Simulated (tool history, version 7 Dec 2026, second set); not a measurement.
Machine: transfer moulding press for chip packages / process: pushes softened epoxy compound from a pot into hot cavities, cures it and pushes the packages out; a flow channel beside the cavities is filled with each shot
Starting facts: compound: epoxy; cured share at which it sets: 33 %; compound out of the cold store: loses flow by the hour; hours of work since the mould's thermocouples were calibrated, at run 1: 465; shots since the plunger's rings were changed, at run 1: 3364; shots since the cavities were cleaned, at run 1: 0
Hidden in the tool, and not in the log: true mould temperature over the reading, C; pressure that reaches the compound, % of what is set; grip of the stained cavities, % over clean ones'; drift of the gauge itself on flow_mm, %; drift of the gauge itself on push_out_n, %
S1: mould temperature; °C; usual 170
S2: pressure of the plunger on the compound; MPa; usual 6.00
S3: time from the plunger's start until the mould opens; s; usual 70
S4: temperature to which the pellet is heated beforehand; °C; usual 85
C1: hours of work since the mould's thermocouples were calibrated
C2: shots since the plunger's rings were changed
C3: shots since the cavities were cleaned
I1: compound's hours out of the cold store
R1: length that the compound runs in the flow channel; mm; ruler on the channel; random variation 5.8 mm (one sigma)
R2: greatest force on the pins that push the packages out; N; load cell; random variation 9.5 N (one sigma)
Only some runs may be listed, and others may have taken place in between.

run   hour   S1    S2  S3  S4   C1    C2   C3    I1   R1   R2
  1    0.0  170  6.00  70  85  465  3364    0  17.5  843  427
      33.3  -- cavities cleaned with cleaning compound and waxed
      48.2  -- mould's thermocouples calibrated
  2   49.5  170  6.00  70  85    1  4088  223  21.5  816  933
      70.7  -- cavities cleaned with cleaning compound and waxed
      95.2  -- plunger's sealing rings changed
  3   95.6  170  6.00  70  85   27     7  352  11.4  907  697
     107.5  -- cavities cleaned with cleaning compound and waxed
  4  130.9  170  6.26  70  85   48   539  369  20.2  876  680
     143.6  -- cavities cleaned with cleaning compound and waxed
  5  160.2  170  6.00  70  85   65   976  261  40.9  753  550
     180.5  -- cavities cleaned with cleaning compound and waxed
  6  207.6  170  6.00  70  85   94  1699  427  36.2  756  648
     216.8  -- cavities cleaned with cleaning compound and waxed
     251.1  -- cavities cleaned with cleaning compound and waxed
     256.7  -- cavities cleaned with cleaning compound and waxed, once more
  7  258.2  170  6.00  70  85  123  2424   24  36.0  759  457
     291.4  -- cavities cleaned with cleaning compound and waxed
  8  292.1  170  6.00  70  85  143  2934   11  28.4  796  446
  9  319.3  170  6.00  70  85  160  3362  439  13.5  862  705
     328.0  -- cavities cleaned with cleaning compound and waxed
 10  356.7  170  6.00  70  85  182  3927  451  42.5  728  621
     365.6  -- cavities cleaned with cleaning compound and waxed
 11  389.1  170  6.00  70  85  202  4413  369  27.7  781  650
     400.8  -- cavities cleaned with cleaning compound and waxed
     413.3  -- plunger's sealing rings changed
 12  419.2  170  6.00  70  85  218    92  249  11.4  913  636
     436.7  -- cavities cleaned with cleaning compound and waxed
 13  455.3  172  6.00  82  85  240   638  294  44.4  732  378
     471.5  -- cavities cleaned with cleaning compound and waxed
 14  487.9  172  6.00  82  85  259  1127  259  33.9  771  373
     506.0  -- cavities cleaned with cleaning compound and waxed
 15  526.0  164  4.66  70  85  282  1703  314  17.8  777  998
     541.3  -- cavities cleaned with cleaning compound and waxed
 16  571.1  166  6.00  70  85  309  2389  468  28.0  820  900
     577.1  -- cavities cleaned with cleaning compound and waxed
 17  597.5  174  4.75  78  85  324  2781  321  40.1  645  373
     611.1  -- cavities cleaned with cleaning compound and waxed
 18  637.7  174  4.75  78  85  349  3391  420  28.5  695  385
     645.4  -- cavities cleaned with cleaning compound and waxed
     681.0  -- cavities cleaned with cleaning compound and waxed
 19  686.0  170  6.00  51  85  377  4103   79  46.9  706  932

Alternative continuations, all from the tool just after run 19; predict every row:
  A  711.1  170  6.00  58  86  393  4498  474  17.4   ?   ?
  B  711.1  170  6.00  53  85  393  4498  474  28.7   ?   ?
  C  711.1  164  5.31  51  85  393  4498  474  30.2   ?   ?

run   R1    R2
  A  829  1098
  B  783  1265
  C  750  1632
With no hidden state in the tool, these same runs would have given:
run   R1    R2
  A  869   753
  B  821   858
  C  786  1081
